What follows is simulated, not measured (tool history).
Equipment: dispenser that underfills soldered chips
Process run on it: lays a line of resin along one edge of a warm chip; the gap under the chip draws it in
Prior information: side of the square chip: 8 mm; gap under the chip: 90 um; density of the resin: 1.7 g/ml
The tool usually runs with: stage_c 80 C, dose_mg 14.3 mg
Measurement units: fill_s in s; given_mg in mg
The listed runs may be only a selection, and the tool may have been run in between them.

| run | hour | stage_c | dose_mg | fill_s | given_mg |
|---|---|---|---|---|---|
| 1 | 0.0 | 80 | 14.3 | 75.1 | 13.38 |
|  | 6.1 | new syringe of resin |
| 2 | 6.1 | 80 | 14.3 | 38.6 | 13.42 |
| 3 | 11.3 | 80 | 14.3 | 52.4 | 13.30 |
| 4 | 17.0 | 80 | 14.3 | 72.1 | 13.39 |
| 5 | 21.5 | 80 | 14.3 | 90.9 | 13.28 |
|  | 24.3 | new syringe of resin |
| 6 | 26.9 | 80 | 14.3 | 44.8 | 13.13 |
| 7 | 32.4 | 80 | 14.3 | 60.7 | 13.22 |
| 8 | 35.1 | 80 | 14.3 | 71.2 | 13.25 |
| 9 | 38.7 | 80 | 14.3 | 87.8 | 13.18 |
|  | 42.3 | new syringe of resin |
| 10 | 42.4 | 80 | 14.3 | 38.7 | 13.07 |
| 11 | 46.2 | 80 | 14.3 | 47.8 | 13.20 |
| 12 | 50.9 | 80 | 17.9 | 60.6 | 16.43 |
| 13 | 55.4 | 80 | 14.3 | 81.4 | 13.00 |
| 14 | 58.4 | 80 | 14.3 | 95.5 | 13.03 |
|  | 60.3 | new syringe of resin |
| 15 | 63.2 | 80 | 14.3 | 45.8 | 12.94 |
| 16 | 66.4 | 80 | 14.3 | 55.3 | 12.97 |
| 17 | 69.9 | 80 | 14.3 | 67.7 | 12.89 |
|  | 73.5 | dispensing valve cleaned and set on the balance |
| 18 | 75.6 | 82 | 14.3 | 80.9 | 14.18 |
|  | 79.7 | new syringe of resin |
| 19 | 81.3 | 80 | 14.3 | 41.3 | 14.35 |
| 20 | 85.9 | 90 | 14.3 | 41.1 | 14.17 |
| 21 | 89.1 | 89 | 14.3 | 50.3 | 14.07 |
| 22 | 92.0 | 89 | 14.3 | 59.4 | 14.14 |
|  | 97.8 | new syringe of resin |
| 23 | 97.8 | 90 | 18.6 | 27.4 | 18.33 |
| 24 | 101.2 | 87 | 13.8 | 37.2 | 13.61 |
| 25 | 105.8 | 87 | 13.8 | 48.3 | 13.44 |
| 26 | 110.2 | 79 | 13.2 | 79.7 | 13.09 |
| 27 | 113.1 | 77 | 13.8 | 97.0 | 13.33 |

Estimate the outcome of run 28 from the log above:
|  | 115.8 | new syringe of resin |
| 28 | 116.9 | 77 | 13.8 | ? | ? |

Logged for run 28: fill_s 44.8 s, given_mg 13.43 mg.
With the hidden condition absent and the run-to-run variation left alone, this run would have shown fill_s 43.8 s, given_mg 13.76 mg.

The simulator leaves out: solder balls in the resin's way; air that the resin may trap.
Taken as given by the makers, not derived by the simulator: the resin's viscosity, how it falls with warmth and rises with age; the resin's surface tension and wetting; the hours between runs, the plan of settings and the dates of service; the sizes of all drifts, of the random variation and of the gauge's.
